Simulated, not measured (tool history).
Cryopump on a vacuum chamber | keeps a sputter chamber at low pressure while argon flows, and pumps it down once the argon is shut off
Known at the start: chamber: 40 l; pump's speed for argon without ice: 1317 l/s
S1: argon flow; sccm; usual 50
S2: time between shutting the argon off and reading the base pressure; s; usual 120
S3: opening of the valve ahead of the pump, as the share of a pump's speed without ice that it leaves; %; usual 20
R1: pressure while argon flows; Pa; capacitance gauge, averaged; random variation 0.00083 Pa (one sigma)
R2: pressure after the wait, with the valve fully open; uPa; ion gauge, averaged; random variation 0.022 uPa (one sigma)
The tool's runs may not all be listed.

| run | hour | S1 | S2 | S3 | R1 | R2 |
|---|---|---|---|---|---|---|
| 1 | 0.0 | 50 | 120 | 20 | 0.3242 | 0.92 |
| 2 | 11.8 | 50 | 120 | 20 | 0.3249 | 1.02 |
| 3 | 25.0 | 50 | 120 | 20 | 0.3258 | 0.93 |
| 4 | 39.7 | 50 | 120 | 20 | 0.3261 | 0.94 |
| 5 | 58.3 | 50 | 120 | 20 | 0.3260 | 0.93 |
| 6 | 68.6 | 50 | 120 | 20 | 0.3263 | 0.95 |
| 7 | 86.4 | 50 | 120 | 20 | 0.3262 | 1.02 |
| 8 | 103.0 | 50 | 120 | 20 | 0.3263 | 0.96 |
| 9 | 117.4 | 53 | 120 | 23 | 0.3014 | 0.97 |
| 10 | 132.2 | 28 | 146 | 56 | 0.0681 | 0.97 |
| 11 | 141.4 | 79 | 50 | 34 | 0.3064 | 1.46 |
| 12 | 154.8 | 32 | 122 | 20 | 0.2082 | 0.98 |
| 13 | 165.4 | 32 | 30 | 56 | 0.0772 | 1.97 |
| 14 | 181.7 | 36 | 30 | 56 | 0.0873 | 1.99 |
| 15 | 200.8 | 36 | 30 | 56 | 0.0867 | 2.03 |
| 16 | 218.4 | 36 | 30 | 56 | 0.0867 | 2.04 |

Some steps in R1 between neighbouring runs. How much of each would the tool show without its hidden state too (settings, what came in, random variation), and how much is left for the hidden state, with any gauge scatter that isn't in both results?
The hidden state here: pump's speed, % of a pump's without ice; cold plate's temperature, K; leak into the chamber, uPa l/s; drift of the gauge itself on working_pa, %; drift of the gauge itself on base_upa, %.
Run 10 -> 11: S1 28 -> 79, S2 146 -> 50, S3 56 -> 34. R1 +0.2383 Pa: hidden state +0.0059, all else +0.2324.

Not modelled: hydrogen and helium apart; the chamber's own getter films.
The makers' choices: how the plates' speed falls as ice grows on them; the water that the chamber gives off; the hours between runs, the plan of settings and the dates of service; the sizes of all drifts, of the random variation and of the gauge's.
